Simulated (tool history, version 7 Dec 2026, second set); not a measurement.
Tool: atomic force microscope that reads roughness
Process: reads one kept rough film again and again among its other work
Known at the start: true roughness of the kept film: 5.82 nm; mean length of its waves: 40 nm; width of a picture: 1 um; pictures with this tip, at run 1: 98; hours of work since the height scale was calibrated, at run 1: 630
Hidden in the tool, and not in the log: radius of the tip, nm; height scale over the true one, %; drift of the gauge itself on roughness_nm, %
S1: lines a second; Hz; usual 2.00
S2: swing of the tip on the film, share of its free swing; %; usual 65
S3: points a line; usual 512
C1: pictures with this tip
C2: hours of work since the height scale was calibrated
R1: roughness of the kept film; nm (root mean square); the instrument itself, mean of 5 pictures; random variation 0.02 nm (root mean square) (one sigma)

run   hour    S1  S2   S3   C1   C2     R1
  1    0.0  2.00  65  512   98  630  4.589
  2   45.3  2.00  65  512  159  649  4.387
  3  108.4  2.00  65  512  244  676  4.152
  4  177.9  2.00  65  512  338  705  3.946
     207.5  -- new tip fitted
  5  248.9  2.00  65  512   56  735  4.732
  6  303.2  2.08  89  436  129  758  3.820
  7  363.7  0.85  70  638  211  784  4.408
  8  414.6  0.85  70  638  280  806  4.217
     486.6  -- new tip fitted
  9  486.8  0.50  70  452    1  836  5.116
 10  538.5  0.50  70  452   70  858  4.916

3 ways to go on from here, each from the tool as it stands after run 10. What would each give?
  A  611.5  2.00  65  436  169  889   ?
  B  611.5  1.58  79  452  169  889   ?
  C  611.5  1.45  70  452  169  889   ?

run     R1
  A  4.399
  B  4.189
  C  4.389
Without the tool's hidden state the same runs would have given:
run     R1
  A  4.907
  B  4.673
  C  4.897
